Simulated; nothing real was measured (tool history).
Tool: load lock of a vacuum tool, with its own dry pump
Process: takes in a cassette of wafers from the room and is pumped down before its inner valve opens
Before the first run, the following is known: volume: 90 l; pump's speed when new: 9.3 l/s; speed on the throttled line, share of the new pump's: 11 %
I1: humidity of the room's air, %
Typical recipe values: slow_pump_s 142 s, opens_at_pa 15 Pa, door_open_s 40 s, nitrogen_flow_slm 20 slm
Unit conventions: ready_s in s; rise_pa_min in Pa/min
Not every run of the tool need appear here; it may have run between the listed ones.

Run 1, hour 0.0: usual settings; I1 43.6. Result: ready_s 216.7 s, rise_pa_min 0.315 Pa/min.
Run 2, hour 249.2: usual settings but door_open_s 222 s; I1 46.3. Result: ready_s 216.3 s, rise_pa_min 0.366 Pa/min.
Run 3, hour 400.6: usual settings but door_open_s 222 s; I1 44.4. Result: ready_s 217.0 s, rise_pa_min 0.377 Pa/min.
Run 4, hour 695.7: usual settings but door_open_s 222 s; I1 46.7. Result: ready_s 217.4 s, rise_pa_min 0.396 Pa/min.
Run 5, hour 958.6: usual settings; I1 46.0. Result: ready_s 219.0 s, rise_pa_min 0.361 Pa/min.
Run 6, hour 1201.7: usual settings; I1 40.0. Result: ready_s 215.4 s, rise_pa_min 0.378 Pa/min.
Run 7, hour 1414.0: usual settings; I1 44.7. Result: ready_s 217.2 s, rise_pa_min 0.393 Pa/min.
Run 8, hour 1656.6: usual settings; I1 48.4. Result: ready_s 217.2 s, rise_pa_min 0.394 Pa/min.
Run 9, hour 1859.4: usual settings but nitrogen_flow_slm 5 slm; I1 43.6. Result: ready_s 217.6 s, rise_pa_min 0.416 Pa/min.
Run 10, hour 2078.5: usual settings but door_open_s 114 s; I1 47.3. Result: ready_s 217.5 s, rise_pa_min 0.443 Pa/min.
Run 11, hour 2358.9: usual settings but door_open_s 114 s; I1 42.2. Result: ready_s 217.1 s, rise_pa_min 0.455 Pa/min.
Run 12, hour 2543.7: usual settings but door_open_s 114 s; I1 44.3. Result: ready_s 216.4 s, rise_pa_min 0.465 Pa/min.
Run 13, hour 2749.5: usual settings but door_open_s 114 s; I1 43.6. Result: ready_s 219.3 s, rise_pa_min 0.474 Pa/min.
Run 14, hour 2948.4: usual settings; I1 44.9. Result: ready_s 217.1 s, rise_pa_min 0.476 Pa/min.
Run 15, hour 3093.6: usual settings; I1 44.0. Result: ready_s 216.0 s, rise_pa_min 0.475 Pa/min.
At hour 3129.2: door's seal changed, seat wiped.
Run 16, hour 3290.3: usual settings; I1 45.2. Result: ready_s 219.5 s, rise_pa_min 0.028 Pa/min.
Run 17, hour 3553.4: usual settings but slow_pump_s 92 s, opens_at_pa 16 Pa, door_open_s 39 s; I1 43.1. Result: ready_s 175.2 s, rise_pa_min 0.034 Pa/min.
Run 18, hour 3754.2: usual settings but slow_pump_s 92 s, opens_at_pa 12 Pa, door_open_s 39 s, nitrogen_flow_slm 26 slm; I1 45.9. Result: ready_s 176.3 s, rise_pa_min 0.030 Pa/min.
Run 19, hour 3948.6: usual settings but slow_pump_s 92 s, door_open_s 153 s, nitrogen_flow_slm 30 slm; I1 46.9. Result: ready_s 175.9 s, rise_pa_min 0.059 Pa/min.
Run 20, hour 4136.1: usual settings but slow_pump_s 139 s, door_open_s 94 s, nitrogen_flow_slm 25 slm; I1 46.7. Result: ready_s 216.2 s, rise_pa_min 0.054 Pa/min.

Forecast run 21:
Run 21, hour 4387.5: usual settings but slow_pump_s 139 s, door_open_s 94 s, nitrogen_flow_slm 25 slm; I1 40.6. Result: ready_s ?, rise_pa_min ?.

{"run 21": {"ready_s": 216.6, "rise_pa_min": 0.045}}
Had the tool carried no hidden state, the very same run would have given ready_s 210.2 s, rise_pa_min 0.031 Pa/min.
